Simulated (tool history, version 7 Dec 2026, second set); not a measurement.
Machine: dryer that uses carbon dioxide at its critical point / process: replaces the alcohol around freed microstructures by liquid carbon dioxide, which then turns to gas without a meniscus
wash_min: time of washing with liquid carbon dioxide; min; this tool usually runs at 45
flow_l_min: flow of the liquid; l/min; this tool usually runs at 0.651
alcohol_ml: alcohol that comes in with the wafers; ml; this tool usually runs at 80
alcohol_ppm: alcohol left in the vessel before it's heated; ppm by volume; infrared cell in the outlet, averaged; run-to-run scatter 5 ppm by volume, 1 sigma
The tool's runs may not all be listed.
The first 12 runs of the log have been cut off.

run	hour	wash_min	flow_l_min	alcohol_ml	hours of work since the filter was changed	hours of work since the purifier's bed was changed	alcohol_ppm
13	527.8	49	0.651	80	275	323	64
14	572.5	39	0.651	80	296	345	169
15	636.9	39	0.651	30	327	375	84
16	674.4	39	0.651	30	345	393	83
17	708.8	30	0.651	80	361	409	495
18	775.1	30	0.651	80	393	441	535
19	804.4	45	0.651	80	407	455	112
20	855.8	45	0.651	80	431	479	122
21	895.2	68	0.651	80	450	498	51
# hour 900.7: inlet filter changed
22	948.6	68	0.651	80	23	523	40
23	1000.3	68	0.651	80	47	547	38
24	1059.6	68	0.651	22	76	576	51
25	1103.4	40	0.651	80	96	596	132
26	1132.4	28	0.592	69	110	610	585
27	1190.3	28	0.592	69	138	638	586
28	1221.0	34	0.692	109	152	652	262
29	1276.2	45	0.703	80	178	679	79
30	1309.5	41	0.734	37	194	694	77
31	1376.7	41	0.734	69	226	726	110
32	1415.5	29	0.651	80	245	745	507
33	1450.9	53	1.032	80	262	762	58
34	1517.5	31	0.849	80	293	793	183
35	1564.3	32	0.908	78	315	816	129

Expected results for the next run?
36	1606.7	32	0.908	78	336	836	?

{"run 36": {"alcohol_ppm": 147}}
With no hidden state in the tool, this same run would have given alcohol_ppm 50 ppm by volume.
